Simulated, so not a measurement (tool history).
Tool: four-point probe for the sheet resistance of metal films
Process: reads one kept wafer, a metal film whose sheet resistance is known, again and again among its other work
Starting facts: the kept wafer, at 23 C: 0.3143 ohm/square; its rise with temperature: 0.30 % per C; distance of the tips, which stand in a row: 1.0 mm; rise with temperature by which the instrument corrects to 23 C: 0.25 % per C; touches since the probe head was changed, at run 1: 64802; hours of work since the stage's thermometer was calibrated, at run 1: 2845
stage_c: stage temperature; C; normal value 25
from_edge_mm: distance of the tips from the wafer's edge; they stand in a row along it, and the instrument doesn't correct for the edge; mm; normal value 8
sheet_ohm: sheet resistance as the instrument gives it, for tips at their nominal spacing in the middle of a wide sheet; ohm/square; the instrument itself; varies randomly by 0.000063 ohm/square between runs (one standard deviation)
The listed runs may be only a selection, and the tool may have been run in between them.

run    hour  stage_c  from_edge_mm  touches since the probe head was changed  hours of work since the stage's thermometer was calibrated  sheet_ohm
  1       0       25             8                                     64802                                                        2845   0.317162
  2    36.8       20             8                                     65692                                                        2865   0.316417
  3      78       35             8                                     66686                                                        2888   0.318646
      116.4  -- stage's thermometer calibrated
  4   142.9       35             8                                     68243                                                          15    0.31867
  5   178.6       27             8                                     69104                                                          34   0.317566
  6   247.9       23             8                                     70777                                                          72   0.316859
  7     283       23             8                                     71625                                                          91   0.316932
  8     317       23             8                                     72447                                                         110   0.316949
  9   391.3       25             8                                     74243                                                         150   0.317121
 10   450.4       25             8                                     75669                                                         183   0.317267
 11     502       25             6                                     76915                                                         211   0.319198
 12   537.8       25             6                                     77781                                                         231   0.319296
 13   572.5       33            27                                     78618                                                         250   0.316051
 14   650.2       23             6                                     80497                                                         292   0.318971
 15   729.1       23             6                                     82402                                                         335   0.319032
 16   761.3       18            15                                     83181                                                         353   0.314218
 17   806.8       29            12                                     84279                                                         378   0.316357
 18   885.2       27            16                                     86172                                                         421   0.315605
 19   960.9       27            16                                     88002                                                         462   0.315554
 20    1038       27            16                                     89863                                                         504    0.31557
 21  1104.3       21            18                                     91466                                                         541   0.314519
 22  1180.3       19            39                                     93301                                                         582   0.313848
 23  1243.2       19            39                                     94820                                                         617   0.313736

Describe how what the log doesn't record of the tool's condition differs between the last listed run preceding each entry between runs and the first listed run following it.
In the gap between runs 3 and 4: stage's thermometer calibrated (hour 116.4)
  wafer's true temperature over the reading, C: 0.01 -> 0
